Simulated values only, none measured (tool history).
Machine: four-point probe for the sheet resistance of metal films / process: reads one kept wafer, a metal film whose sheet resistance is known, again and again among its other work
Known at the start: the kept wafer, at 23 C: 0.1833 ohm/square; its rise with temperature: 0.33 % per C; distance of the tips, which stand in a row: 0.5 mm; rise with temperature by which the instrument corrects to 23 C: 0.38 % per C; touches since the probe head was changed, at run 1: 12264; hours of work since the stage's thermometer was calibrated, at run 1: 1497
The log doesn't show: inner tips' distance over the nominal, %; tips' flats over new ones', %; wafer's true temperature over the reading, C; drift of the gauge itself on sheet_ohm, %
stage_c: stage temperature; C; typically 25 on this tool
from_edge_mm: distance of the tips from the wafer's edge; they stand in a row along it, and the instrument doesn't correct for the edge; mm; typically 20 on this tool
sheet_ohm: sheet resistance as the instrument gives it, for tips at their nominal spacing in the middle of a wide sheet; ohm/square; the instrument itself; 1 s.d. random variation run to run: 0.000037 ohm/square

| run | hour | stage_c | from_edge_mm | touches since the probe head was changed | hours of work since the stage's thermometer was calibrated | sheet_ohm |
|---|---|---|---|---|---|---|
| 1 | 0.0 | 25 | 20 | 12264 | 1497 | 0.182599 |
| 2 | 16.6 | 25 | 14 | 12792 | 1504 | 0.182625 |
| 3 | 45.5 | 25 | 27 | 13706 | 1517 | 0.182528 |
| 4 | 58.1 | 25 | 27 | 14109 | 1522 | 0.182547 |
| 5 | 87.4 | 30 | 20 | 15038 | 1535 | 0.182111 |
| 6 | 110.1 | 25 | 5 | 15759 | 1545 | 0.183431 |
| 7 | 135.9 | 25 | 20 | 16577 | 1556 | 0.182536 |
| 8 | 159.0 | 35 | 20 | 17310 | 1566 | 0.181615 |
| 9 | 176.8 | 25 | 20 | 17875 | 1574 | 0.182460 |
| 10 | 206.0 | 25 | 20 | 18800 | 1586 | 0.182467 |
| 11 | 220.3 | 25 | 20 | 19255 | 1592 | 0.182492 |
| 12 | 249.9 | 25 | 3 | 20195 | 1605 | 0.185109 |
| 13 | 268.7 | 21 | 3 | 20789 | 1613 | 0.185490 |
| 14 | 299.3 | 21 | 3 | 21759 | 1626 | 0.185485 |
| 15 | 318.2 | 21 | 3 | 22361 | 1635 | 0.185493 |
| 16 | 338.5 | 29 | 3 | 23003 | 1643 | 0.184702 |
| 17 | 356.3 | 29 | 3 | 23569 | 1651 | 0.184742 |
| 18 | 374.5 | 18 | 20 | 24147 | 1659 | 0.183068 |
| 19 | 388.4 | 18 | 20 | 24587 | 1665 | 0.183004 |
| 20 | 409.2 | 27 | 20 | 25249 | 1674 | 0.182234 |
| 21 | 425.6 | 34 | 18 | 25769 | 1681 | 0.181592 |
| 22 | 456.8 | 34 | 18 | 26759 | 1694 | 0.181552 |
| 23 | 483.5 | 34 | 18 | 27604 | 1706 | 0.181599 |
| 24 | 500.7 | 23 | 8 | 28150 | 1713 | 0.182897 |
| 25 | 517.3 | 24 | 3 | 28677 | 1721 | 0.185187 |
| 26 | 533.1 | 20 | 8 | 29179 | 1727 | 0.183252 |
| 27 | 554.6 | 26 | 8 | 29862 | 1737 | 0.182622 |
| 28 | 584.8 | 26 | 8 | 30818 | 1750 | 0.182625 |
| 29 | 614.7 | 26 | 8 | 31768 | 1763 | 0.182599 |
| 30 | 634.7 | 19 | 6 | 32402 | 1771 | 0.183515 |
| 31 | 647.8 | 19 | 6 | 32819 | 1777 | 0.183442 |
| 32 | 662.8 | 27 | 9 | 33295 | 1783 | 0.182412 |
| 33 | 693.5 | 19 | 6 | 34268 | 1797 | 0.183488 |
| 34 | 709.5 | 30 | 20 | 34775 | 1803 | 0.181893 |
| 35 | 729.0 | 30 | 20 | 35395 | 1812 | 0.181861 |
| 36 | 751.6 | 30 | 20 | 36113 | 1822 | 0.181865 |

Each row is a separate what-if for the run after 36, all from the same tool condition, not one after another. Results?
| A | 770.8 | 21 | 59 | 36722 | 1830 | ? |
| B | 770.8 | 33 | 72 | 36722 | 1830 | ? |
| C | 770.8 | 20 | 20 | 36722 | 1830 | ? |
| D | 770.8 | 32 | 7 | 36722 | 1830 | ? |
| E | 770.8 | 22 | 7 | 36722 | 1830 | ? |

| run | sheet_ohm |
|---|---|
| A | 0.182578 |
| B | 0.181504 |
| C | 0.182745 |
| D | 0.182065 |
| E | 0.182987 |
Take away the tool's hidden state, keep each run's random variation, and the runs would have read:
| run | sheet_ohm |
|---|---|
| A | 0.183482 |
| B | 0.182396 |
| C | 0.183651 |
| D | 0.182960 |
| E | 0.183892 |
